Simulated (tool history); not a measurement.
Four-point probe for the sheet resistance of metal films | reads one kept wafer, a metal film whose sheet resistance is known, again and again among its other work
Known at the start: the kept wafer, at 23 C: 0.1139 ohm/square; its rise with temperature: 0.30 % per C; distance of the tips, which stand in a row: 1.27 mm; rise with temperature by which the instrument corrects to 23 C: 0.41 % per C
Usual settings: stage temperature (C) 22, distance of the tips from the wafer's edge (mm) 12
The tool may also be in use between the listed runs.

run,hour,stage temperature (C),distance of the tips from the wafer's edge (mm),sheet resistance as the instrument gives it (ohm/square)
1,0.0,22,12,0.115158
2,35.1,22,12,0.115116
3,65.1,22,12,0.115128
4,106.3,22,12,0.115160
5,135.2,22,12,0.115126
6,163.5,23,12,0.115032
7,196.7,32,12,0.113861
8,222.9,22,12,0.115153
9,261.4,22,12,0.115097
10,291.1,24,41,0.114231
11,331.3,19,9,0.116100
# hour 336.2: stage's thermometer calibrated
12,351.3,19,9,0.116084
13,371.2,19,10,0.115814
14,396.6,21,15,0.115023
15,427.2,21,14,0.115074
16,470.4,24,14,0.114716
# hour 483.2: stage's thermometer calibrated, once more
17,515.3,24,7,0.116088
18,562.3,18,7,0.116872

Forecast each of these 5 alternatives for the next run:
A,609.1,30,12,?
B,609.1,31,18,?
C,609.1,19,12,?
D,609.1,32,12,?
E,609.1,33,30,?

run,sheet resistance as the instrument gives it (ohm/square)
A,0.114022
B,0.113530
C,0.115418
D,0.113832
E,0.113097
Without the tool's hidden state the same runs would have given:
run,sheet resistance as the instrument gives it (ohm/square)
A,0.113705
B,0.113214
C,0.115096
D,0.113515
E,0.112783

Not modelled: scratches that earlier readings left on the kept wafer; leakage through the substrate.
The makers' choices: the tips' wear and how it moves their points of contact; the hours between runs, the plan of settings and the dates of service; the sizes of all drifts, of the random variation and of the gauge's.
